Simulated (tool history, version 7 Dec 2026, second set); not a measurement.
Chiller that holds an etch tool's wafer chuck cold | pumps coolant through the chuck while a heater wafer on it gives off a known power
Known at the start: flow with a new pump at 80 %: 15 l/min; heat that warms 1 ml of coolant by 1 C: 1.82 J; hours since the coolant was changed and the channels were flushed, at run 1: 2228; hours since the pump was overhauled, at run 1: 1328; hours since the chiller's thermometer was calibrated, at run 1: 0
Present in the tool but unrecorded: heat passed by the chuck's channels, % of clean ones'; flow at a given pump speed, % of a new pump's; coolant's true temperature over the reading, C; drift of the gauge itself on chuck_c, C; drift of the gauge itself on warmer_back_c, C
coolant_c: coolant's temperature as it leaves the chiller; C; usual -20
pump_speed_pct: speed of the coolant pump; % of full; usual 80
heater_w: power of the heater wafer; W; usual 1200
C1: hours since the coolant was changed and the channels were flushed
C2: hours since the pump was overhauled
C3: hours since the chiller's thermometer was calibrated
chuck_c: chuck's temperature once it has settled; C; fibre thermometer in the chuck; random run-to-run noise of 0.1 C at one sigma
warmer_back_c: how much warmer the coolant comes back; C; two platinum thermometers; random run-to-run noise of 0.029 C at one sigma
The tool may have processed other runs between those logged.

{"run": 1, "hour": 0.0, "coolant_c": -20, "pump_speed_pct": 80, "heater_w": 1200, "C1": 2228, "C2": 1328, "C3": 0, "chuck_c": -11.6, "warmer_back_c": 2.72}
{"run": 2, "hour": 180.8, "coolant_c": -20, "pump_speed_pct": 80, "heater_w": 1200, "C1": 2409, "C2": 1508, "C3": 181, "chuck_c": -11.6, "warmer_back_c": 2.74}
{"run": 3, "hour": 359.5, "coolant_c": -20, "pump_speed_pct": 80, "heater_w": 1200, "C1": 2587, "C2": 1687, "C3": 360, "chuck_c": -11.7, "warmer_back_c": 2.72}
{"run": 4, "hour": 460.1, "coolant_c": -20, "pump_speed_pct": 80, "heater_w": 1200, "C1": 2688, "C2": 1788, "C3": 460, "chuck_c": -11.3, "warmer_back_c": 2.75}
{"run": 5, "hour": 564.0, "coolant_c": -20, "pump_speed_pct": 80, "heater_w": 1200, "C1": 2792, "C2": 1892, "C3": 564, "chuck_c": -11.3, "warmer_back_c": 2.74}
{"run": 6, "hour": 654.2, "coolant_c": -11, "pump_speed_pct": 80, "heater_w": 1200, "C1": 2882, "C2": 1982, "C3": 654, "chuck_c": -2.2, "warmer_back_c": 2.82}
{"run": 7, "hour": 774.5, "coolant_c": -11, "pump_speed_pct": 80, "heater_w": 1200, "C1": 3002, "C2": 2102, "C3": 775, "chuck_c": -2.4, "warmer_back_c": 2.76}
{"run": 8, "hour": 916.7, "coolant_c": -11, "pump_speed_pct": 80, "heater_w": 1200, "C1": 3144, "C2": 2244, "C3": 917, "chuck_c": -2.4, "warmer_back_c": 2.78}
{"run": 9, "hour": 1025.4, "coolant_c": -11, "pump_speed_pct": 80, "heater_w": 1200, "C1": 3253, "C2": 2353, "C3": 1025, "chuck_c": -2.2, "warmer_back_c": 2.79}
{"hour": 1035.3, "done": "chiller's thermometer calibrated"}
{"run": 10, "hour": 1203.4, "coolant_c": -25, "pump_speed_pct": 80, "heater_w": 1200, "C1": 3430, "C2": 2530, "C3": 168, "chuck_c": -16.4, "warmer_back_c": 2.82}
{"run": 11, "hour": 1406.2, "coolant_c": -25, "pump_speed_pct": 80, "heater_w": 1200, "C1": 3633, "C2": 2733, "C3": 371, "chuck_c": -16.1, "warmer_back_c": 2.81}
{"run": 12, "hour": 1527.6, "coolant_c": -20, "pump_speed_pct": 80, "heater_w": 1200, "C1": 3754, "C2": 2854, "C3": 492, "chuck_c": -11, "warmer_back_c": 2.84}
{"run": 13, "hour": 1674.1, "coolant_c": -20, "pump_speed_pct": 93, "heater_w": 1200, "C1": 3901, "C2": 3001, "C3": 639, "chuck_c": -11.5, "warmer_back_c": 2.45}
{"hour": 1766.7, "done": "chiller's thermometer calibrated, once more"}
{"run": 14, "hour": 1819.8, "coolant_c": -20, "pump_speed_pct": 93, "heater_w": 1200, "C1": 4046, "C2": 3145, "C3": 53, "chuck_c": -11.7, "warmer_back_c": 2.45}
{"hour": 1943.4, "done": "coolant changed, channels flushed"}
{"run": 15, "hour": 1986.5, "coolant_c": -20, "pump_speed_pct": 93, "heater_w": 1200, "C1": 43, "C2": 3306, "C3": 214, "chuck_c": -12.6, "warmer_back_c": 2.43}
{"run": 16, "hour": 2160.4, "coolant_c": -28, "pump_speed_pct": 70, "heater_w": 1200, "C1": 217, "C2": 3480, "C3": 388, "chuck_c": -19, "warmer_back_c": 3.39}
{"run": 17, "hour": 2260.3, "coolant_c": -22, "pump_speed_pct": 97, "heater_w": 1419, "C1": 317, "C2": 3580, "C3": 488, "chuck_c": -13.1, "warmer_back_c": 2.8}
{"run": 18, "hour": 2446.1, "coolant_c": -22, "pump_speed_pct": 97, "heater_w": 1419, "C1": 503, "C2": 3766, "C3": 673, "chuck_c": -13, "warmer_back_c": 2.81}
{"run": 19, "hour": 2596.9, "coolant_c": -22, "pump_speed_pct": 97, "heater_w": 1419, "C1": 654, "C2": 3917, "C3": 824, "chuck_c": -13, "warmer_back_c": 2.81}
{"run": 20, "hour": 2721.3, "coolant_c": -20, "pump_speed_pct": 80, "heater_w": 1613, "C1": 778, "C2": 4041, "C3": 949, "chuck_c": -8.6, "warmer_back_c": 3.95}
{"run": 21, "hour": 2830.2, "coolant_c": -20, "pump_speed_pct": 80, "heater_w": 1613, "C1": 887, "C2": 4150, "C3": 1057, "chuck_c": -8.5, "warmer_back_c": 4}
{"run": 22, "hour": 2981.3, "coolant_c": -20, "pump_speed_pct": 80, "heater_w": 1171, "C1": 1038, "C2": 4301, "C3": 1209, "chuck_c": -11.5, "warmer_back_c": 2.88}
{"run": 23, "hour": 3110.0, "coolant_c": -20, "pump_speed_pct": 80, "heater_w": 1171, "C1": 1167, "C2": 4430, "C3": 1337, "chuck_c": -11.6, "warmer_back_c": 2.94}
{"run": 24, "hour": 3217.5, "coolant_c": -12, "pump_speed_pct": 66, "heater_w": 611, "C1": 1274, "C2": 4537, "C3": 1445, "chuck_c": -7, "warmer_back_c": 1.9}
{"hour": 3346.3, "done": "coolant pump overhauled"}
{"run": 25, "hour": 3395.5, "coolant_c": -12, "pump_speed_pct": 74, "heater_w": 709, "C1": 1447, "C2": 49, "C3": 1618, "chuck_c": -6.8, "warmer_back_c": 1.75}
{"run": 26, "hour": 3542.2, "coolant_c": -12, "pump_speed_pct": 74, "heater_w": 709, "C1": 1594, "C2": 196, "C3": 1764, "chuck_c": -6.8, "warmer_back_c": 1.73}
{"run": 27, "hour": 3681.7, "coolant_c": -21, "pump_speed_pct": 80, "heater_w": 982, "C1": 1733, "C2": 335, "C3": 1904, "chuck_c": -14, "warmer_back_c": 2.23}
{"run": 28, "hour": 3779.6, "coolant_c": -21, "pump_speed_pct": 80, "heater_w": 982, "C1": 1831, "C2": 433, "C3": 2002, "chuck_c": -14, "warmer_back_c": 2.19}
{"run": 29, "hour": 3912.1, "coolant_c": -21, "pump_speed_pct": 80, "heater_w": 982, "C1": 1964, "C2": 566, "C3": 2134, "chuck_c": -14.1, "warmer_back_c": 2.23}
{"run": 30, "hour": 4112.2, "coolant_c": -20, "pump_speed_pct": 78, "heater_w": 1200, "C1": 2164, "C2": 766, "C3": 2334, "chuck_c": -11.3, "warmer_back_c": 2.82}

Each row is a separate what-if for the run after 30, all from the same tool condition, not one after another. Results?
{"run": "A", "hour": 4312.7, "coolant_c": -20, "pump_speed_pct": 76, "heater_w": 777, "C1": 2364, "C2": 966, "C3": 2535, "chuck_c": "?", "warmer_back_c": "?"}
{"run": "B", "hour": 4312.7, "coolant_c": -20, "pump_speed_pct": 68, "heater_w": 1376, "C1": 2364, "C2": 966, "C3": 2535, "chuck_c": "?", "warmer_back_c": "?"}
{"run": "C", "hour": 4312.7, "coolant_c": -20, "pump_speed_pct": 74, "heater_w": 1636, "C1": 2364, "C2": 966, "C3": 2535, "chuck_c": "?", "warmer_back_c": "?"}
{"run": "D", "hour": 4312.7, "coolant_c": -11, "pump_speed_pct": 78, "heater_w": 1526, "C1": 2364, "C2": 966, "C3": 2535, "chuck_c": "?", "warmer_back_c": "?"}
{"run": "E", "hour": 4312.7, "coolant_c": -14, "pump_speed_pct": 74, "heater_w": 1200, "C1": 2364, "C2": 966, "C3": 2535, "chuck_c": "?", "warmer_back_c": "?"}

run=A chuck_c=-14.1 warmer_back_c=1.89
run=B chuck_c=-9 warmer_back_c=3.72
run=C chuck_c=-7.8 warmer_back_c=4.09
run=D chuck_c=-0.1 warmer_back_c=3.58
run=E chuck_c=-4.8 warmer_back_c=3.06
Take away the tool's hidden state, keep each run's random variation, and the runs would have read:
run=A chuck_c=-14.8 warmer_back_c=1.81
run=B chuck_c=-10.2 warmer_back_c=3.57
run=C chuck_c=-9.1 warmer_back_c=3.93
run=D chuck_c=-1.2 warmer_back_c=3.44
run=E chuck_c=-5.8 warmer_back_c=2.94
